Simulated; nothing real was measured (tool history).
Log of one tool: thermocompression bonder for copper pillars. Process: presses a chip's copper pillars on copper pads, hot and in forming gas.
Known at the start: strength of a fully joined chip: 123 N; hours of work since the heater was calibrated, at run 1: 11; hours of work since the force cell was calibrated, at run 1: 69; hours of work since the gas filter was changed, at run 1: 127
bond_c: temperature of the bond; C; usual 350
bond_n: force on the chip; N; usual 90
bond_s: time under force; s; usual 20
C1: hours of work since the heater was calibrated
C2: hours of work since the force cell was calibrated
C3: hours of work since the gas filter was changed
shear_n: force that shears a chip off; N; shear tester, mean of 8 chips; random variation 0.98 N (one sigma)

Run 1, day 0: usual settings; C1 11; C2 69; C3 127. Result: shear_n 79.6 N.
Run 2, day 0.467: usual settings; C1 16; C2 75; C3 132. Result: shear_n 82.2 N.
Run 3, day 0.842: usual settings; C1 21; C2 80; C3 137. Result: shear_n 79.9 N.
Run 4, day 1.504: usual settings; C1 29; C2 88; C3 145. Result: shear_n 81.9 N.
Run 5, day 1.846: usual settings but bond_n 69 N; C1 33; C2 92; C3 149. Result: shear_n 73.2 N.
Run 6, day 2.446: usual settings; C1 41; C2 99; C3 157. Result: shear_n 81 N.
Run 7, day 2.892: usual settings; C1 46; C2 105; C3 162. Result: shear_n 79.4 N.
Run 8, day 3.329: usual settings; C1 51; C2 110; C3 167. Result: shear_n 78.6 N.
Run 9, day 3.938: usual settings but bond_n 67 N; C1 59; C2 118; C3 175. Result: shear_n 73 N.
Run 10, day 4.325: usual settings; C1 64; C2 122; C3 180. Result: shear_n 77.7 N.
Run 11, day 4.879: usual settings; C1 70; C2 129; C3 186. Result: shear_n 80 N.
Run 12, day 5.467: usual settings but bond_n 99 N; C1 78; C2 136; C3 194. Result: shear_n 82.9 N.
Run 13, day 6.062: usual settings; C1 85; C2 144; C3 201. Result: shear_n 78.7 N.
Run 14, day 6.725: usual settings; C1 93; C2 152; C3 209. Result: shear_n 77.9 N.
Run 15, day 7.375: usual settings but bond_c 336 C, bond_n 70 N, bond_s 45 s; C1 101; C2 160; C3 217. Result: shear_n 78.3 N.
Run 16, day 7.804: usual settings but bond_c 362 C, bond_n 66 N; C1 106; C2 165; C3 222. Result: shear_n 78.7 N.
Run 17, day 8.462: usual settings but bond_c 362 C, bond_n 66 N; C1 114; C2 173; C3 230. Result: shear_n 76.7 N.
Run 18, day 9: usual settings but bond_c 378 C, bond_n 108 N, bond_s 12 s; C1 121; C2 180; C3 237. Result: shear_n 91.9 N.
Run 19, day 9.658: usual settings but bond_n 134 N; C1 129; C2 188; C3 245. Result: shear_n 89.1 N.
Run 20, day 10.329: usual settings but bond_n 55 N, bond_s 25 s; C1 137; C2 196; C3 253. Result: shear_n 68.9 N.
Run 21, day 10.667: usual settings but bond_n 61 N, bond_s 59 s; C1 141; C2 200; C3 257. Result: shear_n 89.9 N.
Run 22, day 11.083: usual settings but bond_n 61 N, bond_s 59 s; C1 146; C2 205; C3 263. Result: shear_n 89.5 N.
Run 23, day 11.642: usual settings but bond_c 365 C, bond_n 65 N, bond_s 54 s; C1 153; C2 212; C3 269. Result: shear_n 97.1 N.
Run 24, day 12.179: usual settings but bond_c 365 C, bond_n 94 N, bond_s 34 s; C1 160; C2 219; C3 276. Result: shear_n 97.6 N.
Run 25, day 12.85: usual settings but bond_c 365 C, bond_n 64 N, bond_s 34 s; C1 168; C2 227; C3 284. Result: shear_n 88.1 N.
Run 26, day 13.371: usual settings but bond_c 353 C, bond_n 111 N; C1 174; C2 233; C3 291. Result: shear_n 84.6 N.
Run 27, day 14.042: usual settings but bond_c 367 C, bond_n 111 N; C1 183; C2 241; C3 299. Result: shear_n 92.9 N.

Hidden state or all else? Some run-to-run changes of shear_n, split into what the settings, what came in and random variation would give without the hidden state, and what is left for the hidden state (with any gauge scatter that isn't in both results):
The hidden state here: true temperature of the bond over the reading, C; force that reaches the chip, % of what is set; oxide that the forming gas leaves, % of the face; drift of the gauge itself on shear_n, %.
Run 17 -> 18: bond_c 362 -> 378, bond_n 66 -> 108, bond_s 20 -> 12. shear_n +15.2 N: hidden state -1, all else +16.2.
Run 19 -> 20: bond_n 134 -> 55, bond_s 20 -> 25. shear_n -20.2 N: hidden state +1, all else -21.2.
Run 20 -> 21: bond_n 55 -> 61, bond_s 25 -> 59. shear_n +21 N: hidden state -1.4, all else +22.4.
